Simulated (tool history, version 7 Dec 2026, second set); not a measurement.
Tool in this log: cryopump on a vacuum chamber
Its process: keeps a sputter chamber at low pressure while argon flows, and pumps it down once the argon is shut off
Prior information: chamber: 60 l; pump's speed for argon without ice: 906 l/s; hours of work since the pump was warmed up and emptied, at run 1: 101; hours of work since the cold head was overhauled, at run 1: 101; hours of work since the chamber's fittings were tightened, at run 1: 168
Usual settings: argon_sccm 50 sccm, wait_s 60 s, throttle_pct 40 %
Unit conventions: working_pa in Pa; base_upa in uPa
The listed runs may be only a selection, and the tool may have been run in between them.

| run | hour | argon_sccm | wait_s | throttle_pct | hours of work since the pump was warmed up and emptied | hours of work since the cold head was overhauled | hours of work since the chamber's fittings were tightened | working_pa | base_upa |
|---|---|---|---|---|---|---|---|---|---|
| 1 | 0 | 50 | 60 | 40 | 101 | 101 | 168 | 0.2399 | 3.25 |
| 2 | 10.8 | 50 | 60 | 55 | 108 | 108 | 174 | 0.1758 | 3.29 |
| 3 | 19.3 | 50 | 60 | 55 | 113 | 113 | 180 | 0.1774 | 3.26 |
| 4 | 26.1 | 50 | 60 | 40 | 117 | 117 | 184 | 0.24 | 3.3 |
| 5 | 37.6 | 50 | 60 | 40 | 124 | 124 | 191 | 0.2404 | 3.26 |
| 6 | 48.7 | 50 | 60 | 40 | 131 | 131 | 198 | 0.2408 | 3.31 |
| 7 | 64.2 | 50 | 60 | 40 | 141 | 141 | 208 | 0.241 | 3.3 |
| 8 | 78.7 | 50 | 60 | 18 | 150 | 150 | 217 | 0.5263 | 3.34 |
| 9 | 85.6 | 50 | 60 | 40 | 154 | 154 | 221 | 0.2434 | 3.3 |
| 10 | 98 | 50 | 136 | 40 | 162 | 162 | 229 | 0.2392 | 1.8 |
| 11 | 111.8 | 31 | 136 | 40 | 171 | 171 | 238 | 0.15 | 1.82 |
| 12 | 124.7 | 31 | 136 | 40 | 179 | 179 | 246 | 0.1504 | 1.81 |
| 13 | 140.2 | 31 | 136 | 40 | 189 | 189 | 255 | 0.1511 | 1.9 |
| 14 | 154 | 50 | 60 | 40 | 197 | 197 | 264 | 0.2443 | 3.36 |
| 15 | 162.7 | 50 | 60 | 40 | 203 | 203 | 269 | 0.2453 | 3.36 |
| 16 | 170.6 | 50 | 174 | 40 | 208 | 208 | 274 | 0.2453 | 1.63 |
| 17 | 184.3 | 50 | 174 | 40 | 216 | 216 | 283 | 0.2465 | 1.68 |
| 18 | 199.3 | 50 | 49 | 40 | 226 | 226 | 292 | 0.2463 | 4.03 |
| 19 | 209.9 | 50 | 67 | 29 | 232 | 232 | 299 | 0.3349 | 3.12 |
| 20 | 220 | 38 | 130 | 16 | 239 | 239 | 305 | 0.4544 | 2.02 |
| 21 | 230.7 | 38 | 130 | 16 | 245 | 245 | 312 | 0.4537 | 2.02 |
| 22 | 240.4 | 38 | 130 | 54 | 251 | 251 | 318 | 0.1433 | 2.02 |
| 23 | 254.5 | 31 | 60 | 21 | 260 | 260 | 327 | 0.286 | 3.44 |
| 24 | 264.8 | 81 | 72 | 38 | 267 | 267 | 333 | 0.4223 | 3.01 |
| 25 | 279.9 | 81 | 72 | 38 | 276 | 276 | 343 | 0.426 | 3.02 |
| 26 | 291.5 | 25 | 290 | 40 | 283 | 283 | 350 | 0.125 | 1.4 |
| 27 | 301 | 50 | 60 | 50 | 289 | 289 | 356 | 0.2051 | 3.58 |
| 28 | 316.2 | 50 | 60 | 50 | 299 | 299 | 366 | 0.2023 | 3.53 |
| 29 | 326.8 | 50 | 60 | 50 | 305 | 305 | 372 | 0.2047 | 3.55 |
| 30 | 337.7 | 50 | 60 | 50 | 312 | 312 | 379 | 0.2065 | 3.53 |
| 31 | 349.3 | 50 | 60 | 50 | 319 | 319 | 386 | 0.2072 | 3.54 |
| 32 | 361 | 50 | 60 | 50 | 327 | 327 | 394 | 0.2076 | 3.62 |
| 33 | 368.5 | 50 | 60 | 50 | 331 | 331 | 398 | 0.2057 | 3.62 |
| 34 | 378.8 | 50 | 118 | 40 | 338 | 338 | 405 | 0.2544 | 2.26 |

Here are 3 independent what-if runs from the current tool condition. What would each one return?
| A | 390.5 | 71 | 68 | 34 | 345 | 345 | 412 | ? | ? |
| B | 390.5 | 31 | 182 | 43 | 345 | 345 | 412 | ? | ? |
| C | 390.5 | 86 | 183 | 33 | 345 | 345 | 412 | ? | ? |

| run | working_pa | base_upa |
|---|---|---|
| A | 0.4211 | 3.25 |
| B | 0.1476 | 1.79 |
| C | 0.523 | 1.82 |
Without the tool's unlogged condition, the same runs would have read:
| run | working_pa | base_upa |
|---|---|---|
| A | 0.3905 | 2.65 |
| B | 0.1343 | 1.19 |
| C | 0.4862 | 1.2 |
